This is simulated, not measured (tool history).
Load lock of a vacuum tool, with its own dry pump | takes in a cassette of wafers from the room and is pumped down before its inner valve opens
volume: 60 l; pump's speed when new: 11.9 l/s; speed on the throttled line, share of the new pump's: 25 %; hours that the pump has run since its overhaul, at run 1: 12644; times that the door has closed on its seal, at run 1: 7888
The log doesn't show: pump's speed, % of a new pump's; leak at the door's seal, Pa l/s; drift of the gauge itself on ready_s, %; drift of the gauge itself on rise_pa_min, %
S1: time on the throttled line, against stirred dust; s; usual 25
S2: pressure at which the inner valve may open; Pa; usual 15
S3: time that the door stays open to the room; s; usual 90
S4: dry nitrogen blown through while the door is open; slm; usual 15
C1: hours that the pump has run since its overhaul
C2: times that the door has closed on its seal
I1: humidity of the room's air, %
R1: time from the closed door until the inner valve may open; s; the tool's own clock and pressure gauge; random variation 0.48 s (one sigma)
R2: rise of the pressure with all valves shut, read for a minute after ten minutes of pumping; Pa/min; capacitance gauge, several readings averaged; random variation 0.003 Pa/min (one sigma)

Run 1, day 0: usual settings; C1 12644; C2 7888; I1 48.4. Result: R1 62.8 s, R2 0.025 Pa/min.
Run 2, day 6.15: usual settings; C1 12792; C2 8088; I1 43.1. Result: R1 62.3 s, R2 0.017 Pa/min.
Run 3, day 11.05: usual settings; C1 12909; C2 8248; I1 47.4. Result: R1 63.9 s, R2 0.026 Pa/min.
Run 4, day 13.904: usual settings; C1 12978; C2 8342; I1 42.7. Result: R1 63.4 s, R2 0.024 Pa/min.
Run 5, day 20.079: usual settings; C1 13126; C2 8543; I1 44.4. Result: R1 63.7 s, R2 0.017 Pa/min.
Run 6, day 25.929: usual settings; C1 13266; C2 8735; I1 43.4. Result: R1 63.1 s, R2 0.018 Pa/min.
Run 7, day 30.633: usual settings; C1 13379; C2 8888; I1 48.3. Result: R1 63.6 s, R2 0.026 Pa/min.
Run 8, day 33.8: usual settings; C1 13455; C2 8992; I1 44.3. Result: R1 63.5 s, R2 0.022 Pa/min.
Run 9, day 36.621: usual settings but S3 28 s; C1 13523; C2 9084; I1 44.9. Result: R1 62.7 s, R2 0.013 Pa/min.
Run 10, day 39.662: usual settings but S3 86 s; C1 13596; C2 9183; I1 43.5. Result: R1 63.2 s, R2 0.019 Pa/min.
Run 11, day 45.65: usual settings but S4 12 slm; C1 13740; C2 9379; I1 43.1. Result: R1 63.6 s, R2 0.026 Pa/min.
Run 12, day 49.762: usual settings but S4 12 slm; C1 13838; C2 9513; I1 45.5. Result: R1 63.3 s, R2 0.024 Pa/min.
Run 13, day 53.4: usual settings but S4 12 slm; C1 13926; C2 9632; I1 44.5. Result: R1 63 s, R2 0.032 Pa/min.
Run 14, day 58.721: usual settings; C1 14053; C2 9806; I1 45.4. Result: R1 64 s, R2 0.025 Pa/min.
Run 15, day 62.817: usual settings but S1 36 s; C1 14152; C2 9940; I1 44.2. Result: R1 71.5 s, R2 0.017 Pa/min.
Run 16, day 66.162: usual settings but S1 36 s; C1 14232; C2 10049; I1 46.3. Result: R1 71.4 s, R2 0.021 Pa/min.
Run 17, day 69.3: usual settings but S1 36 s, S2 10 Pa; C1 14307; C2 10151; I1 41.3. Result: R1 73.2 s, R2 0.017 Pa/min.
Run 18, day 74.796: usual settings but S1 36 s, S2 10 Pa; C1 14439; C2 10331; I1 44.5. Result: R1 74 s, R2 0.023 Pa/min.
Run 19, day 80.096: usual settings; C1 14566; C2 10504; I1 46.4. Result: R1 63.1 s, R2 0.021 Pa/min.
Run 20, day 82.738: usual settings but S1 14 s, S2 18 Pa, S3 72 s, S4 4 slm; C1 14630; C2 10590; I1 44. Result: R1 54.5 s, R2 0.036 Pa/min.
Run 21, day 88.804: usual settings but S1 14 s, S2 18 Pa, S3 72 s, S4 4 slm; C1 14775; C2 10789; I1 43.7. Result: R1 54.7 s, R2 0.034 Pa/min.
Run 22, day 94.842: usual settings but S1 45 s, S2 20 Pa, S3 98 s, S4 37 slm; C1 14920; C2 10986; I1 48.6. Result: R1 76.9 s, R2 0.008 Pa/min.

The next listed run, before its measurement:
Run 23, day 97.633: usual settings but S1 21 s, S2 19 Pa, S3 109 s, S4 17 slm; C1 14987; C2 11077; I1 47.5. Result: R1 ?, R2 ?.

{"run 23": {"R1": 58.7, "R2": 0.021}}
Without the tool's hidden state the same run would have given R1 58.7 s, R2 0.021 Pa/min.
